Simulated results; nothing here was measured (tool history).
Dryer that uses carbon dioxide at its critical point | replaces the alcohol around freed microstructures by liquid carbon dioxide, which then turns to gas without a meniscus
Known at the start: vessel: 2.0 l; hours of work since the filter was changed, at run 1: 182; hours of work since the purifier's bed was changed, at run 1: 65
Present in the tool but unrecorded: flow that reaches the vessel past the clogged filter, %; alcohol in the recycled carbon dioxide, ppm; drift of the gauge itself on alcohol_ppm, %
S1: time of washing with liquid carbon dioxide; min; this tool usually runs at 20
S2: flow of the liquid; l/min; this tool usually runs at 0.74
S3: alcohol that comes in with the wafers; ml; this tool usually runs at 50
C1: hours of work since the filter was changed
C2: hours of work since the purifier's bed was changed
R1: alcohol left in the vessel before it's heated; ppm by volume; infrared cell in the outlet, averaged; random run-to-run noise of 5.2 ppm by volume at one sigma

run	day	S1	S2	S3	C1	C2	R1
1	0	20	0.74	50	182	65	146
2	0.329	20	0.74	50	186	69	145
3	0.542	20	0.74	50	188	72	145
4	0.717	20	0.74	110	190	74	300
5	0.892	29	0.74	50	192	76	30
6	1.208	29	0.74	50	196	80	32
7	1.571	25	0.74	50	200	84	70
8	1.775	20	0.74	50	203	86	149
9	2.046	20	0.74	50	206	89	154
10	2.408	20	0.954	50	210	94	61
11	2.733	20	0.74	27	214	98	96
12	2.896	20	0.74	50	216	99	170
13	3.121	20	0.74	50	219	102	157
14	3.429	20	0.74	50	222	106	166
15	3.671	20	0.74	50	225	109	164
16	3.958	20	0.74	31	229	112	124
17	4.154	20	0.74	31	231	114	120
18	4.454	20	0.74	31	235	118	130
19	4.788	20	0.74	34	239	122	134
20	5.062	20	0.74	34	242	125	132
21	5.225	15	0.74	50	244	127	525
22	5.446	15	0.74	50	246	130	532
23	5.638	20	0.74	74	249	132	259
24	5.983	20	0.74	74	253	136	242
25	6.258	26	1.09	100	256	139	54
26	6.479	16	0.606	68	259	142	1197
27	6.692	16	0.606	68	261	144	1193
28	7	16	0.898	61	265	148	249
29	7.312	27	1.022	37	268	152	51
30	7.583	27	0.74	28	272	155	60
31	7.858	27	0.488	34	275	158	232
32	8.192	22	0.838	62	279	162	105
33	8.429	24	0.698	115	282	165	208
# day 8.738: inlet filter changed
34	8.829	21	0.927	89	1	169	82
35	9.038	32	0.621	50	4	172	62
36	9.238	32	0.621	50	6	174	76
37	9.575	14	0.74	50	10	178	581
38	9.842	16	0.452	106	13	181	3687
39	10.029	16	0.452	106	15	183	3716
40	10.325	16	0.452	106	19	187	3679
41	10.679	16	0.452	59	23	191	2032
42	10.925	16	0.452	59	26	194	2090
43	11.229	32	1.043	21	29	198	65
44	11.438	20	0.772	25	32	200	101
45	11.725	24	1.245	40	35	203	65
46	11.996	20	0.74	39	39	207	145

Hidden condition of the tool, last listed run before each entry between runs versus first listed run after:
Between runs 33 and 34: inlet filter changed (day 8.738)
  flow that reaches the vessel past the clogged filter, %: 92.9 -> 99.9; alcohol in the recycled carbon dioxide, ppm: 53.3 -> 54.6
  measured result minus the result with no hidden state, R1: +106 -> +49 ppm by volume
